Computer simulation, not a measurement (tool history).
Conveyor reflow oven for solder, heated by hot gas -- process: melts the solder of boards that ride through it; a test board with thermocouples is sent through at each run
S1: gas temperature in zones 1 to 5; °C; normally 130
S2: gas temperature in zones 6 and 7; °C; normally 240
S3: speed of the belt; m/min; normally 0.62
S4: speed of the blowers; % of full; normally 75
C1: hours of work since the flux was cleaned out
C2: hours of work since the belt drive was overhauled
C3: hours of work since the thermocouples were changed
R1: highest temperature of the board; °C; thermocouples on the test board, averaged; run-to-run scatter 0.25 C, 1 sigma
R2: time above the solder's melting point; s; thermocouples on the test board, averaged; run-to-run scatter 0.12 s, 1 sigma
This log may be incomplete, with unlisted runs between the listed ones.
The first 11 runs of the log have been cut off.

{"hour": 451.3, "done": "flux residue cleaned out of gas plates and filters"}
{"run": 12, "hour": 464.8, "S1": 130, "S2": 240, "S3": 0.512, "S4": 75, "C1": 9, "C2": 363, "C3": 84, "R1": 228.3, "R2": 58}
{"run": 13, "hour": 521.5, "S1": 130, "S2": 240, "S3": 0.512, "S4": 75, "C1": 45, "C2": 399, "C3": 120, "R1": 228.5, "R2": 58}
{"run": 14, "hour": 550.7, "S1": 130, "S2": 240, "S3": 0.512, "S4": 75, "C1": 63, "C2": 418, "C3": 139, "R1": 228.1, "R2": 57.7}
{"run": 15, "hour": 583.1, "S1": 130, "S2": 240, "S3": 0.62, "S4": 71, "C1": 84, "C2": 438, "C3": 159, "R1": 220.7, "R2": 43.6}
{"run": 16, "hour": 627.2, "S1": 130, "S2": 253, "S3": 0.62, "S4": 71, "C1": 112, "C2": 466, "C3": 187, "R1": 232.8, "R2": 49.2}
{"run": 17, "hour": 688.2, "S1": 130, "S2": 233, "S3": 0.62, "S4": 58, "C1": 150, "C2": 505, "C3": 226, "R1": 211.2, "R2": 36.7}
{"run": 18, "hour": 718.5, "S1": 130, "S2": 233, "S3": 0.62, "S4": 58, "C1": 169, "C2": 524, "C3": 245, "R1": 211.4, "R2": 36.8}
{"run": 19, "hour": 771.5, "S1": 134, "S2": 233, "S3": 0.62, "S4": 58, "C1": 203, "C2": 558, "C3": 279, "R1": 212.5, "R2": 38.4}
{"run": 20, "hour": 802.7, "S1": 134, "S2": 233, "S3": 0.62, "S4": 58, "C1": 223, "C2": 578, "C3": 298, "R1": 211.6, "R2": 38.4}
{"run": 21, "hour": 847.6, "S1": 141, "S2": 233, "S3": 0.62, "S4": 89, "C1": 251, "C2": 606, "C3": 327, "R1": 220.3, "R2": 46.7}
{"hour": 897.3, "done": "flux residue cleaned out of gas plates and filters"}
{"run": 22, "hour": 906.1, "S1": 128, "S2": 233, "S3": 0.572, "S4": 89, "C1": 6, "C2": 640, "C3": 361, "R1": 221, "R2": 47.9}
{"run": 23, "hour": 956.8, "S1": 128, "S2": 233, "S3": 0.572, "S4": 89, "C1": 38, "C2": 672, "C3": 393, "R1": 220.9, "R2": 47.8}
{"run": 24, "hour": 999.0, "S1": 130, "S2": 240, "S3": 0.554, "S4": 75, "C1": 65, "C2": 699, "C3": 420, "R1": 225.8, "R2": 52.1}
{"run": 25, "hour": 1059.5, "S1": 119, "S2": 253, "S3": 0.62, "S4": 75, "C1": 103, "C2": 737, "C3": 458, "R1": 231.9, "R2": 46.6}
{"run": 26, "hour": 1116.4, "S1": 116, "S2": 234, "S3": 0.663, "S4": 75, "C1": 139, "C2": 773, "C3": 494, "R1": 212, "R2": 32.5}
{"run": 27, "hour": 1149.5, "S1": 123, "S2": 252, "S3": 0.662, "S4": 66, "C1": 160, "C2": 794, "C3": 515, "R1": 226.1, "R2": 41.6}
{"run": 28, "hour": 1204.0, "S1": 125, "S2": 240, "S3": 0.62, "S4": 88, "C1": 195, "C2": 829, "C3": 550, "R1": 224.4, "R2": 44.7}
{"hour": 1231.9, "done": "thermocouples of zones 6 and 7 changed"}
{"run": 29, "hour": 1256.3, "S1": 132, "S2": 240, "S3": 0.703, "S4": 75, "C1": 226, "C2": 861, "C3": 15, "R1": 217.5, "R2": 36.9}
{"hour": 1273.1, "done": "belt drive overhauled, speed set with a stopwatch"}
{"run": 30, "hour": 1287.0, "S1": 116, "S2": 252, "S3": 0.507, "S4": 78, "C1": 243, "C2": 9, "C3": 32, "R1": 238.9, "R2": 60.4}

Branching from run 30: 4 alternative next runs. What would each branch give?
{"hour": 1350.6, "done": "flux residue cleaned out of gas plates and filters"}
{"run": "A", "hour": 1350.6, "S1": 130, "S2": 239, "S3": 0.658, "S4": 75, "C1": 0, "C2": 46, "C3": 70, "R1": "?", "R2": "?"}
{"hour": 1350.6, "done": "flux residue cleaned out of gas plates and filters"}
{"run": "B", "hour": 1350.6, "S1": 137, "S2": 250, "S3": 0.613, "S4": 75, "C1": 0, "C2": 46, "C3": 70, "R1": "?", "R2": "?"}
{"hour": 1350.6, "done": "flux residue cleaned out of gas plates and filters"}
{"run": "C", "hour": 1350.6, "S1": 123, "S2": 246, "S3": 0.507, "S4": 78, "C1": 0, "C2": 46, "C3": 70, "R1": "?", "R2": "?"}
{"hour": 1350.6, "done": "flux residue cleaned out of gas plates and filters"}
{"run": "D", "hour": 1350.6, "S1": 130, "S2": 234, "S3": 0.62, "S4": 75, "C1": 0, "C2": 46, "C3": 70, "R1": "?", "R2": "?"}

run=A R1=218.9 R2=39.9
run=B R1=232.7 R2=51.4
run=C R1=233.5 R2=59.8
run=D R1=216.7 R2=41.3
With no hidden state in the tool, these same runs would have given:
run=A R1=218.9 R2=39.9
run=B R1=232.7 R2=51.3
run=C R1=233.6 R2=59.8
run=D R1=216.7 R2=41.3
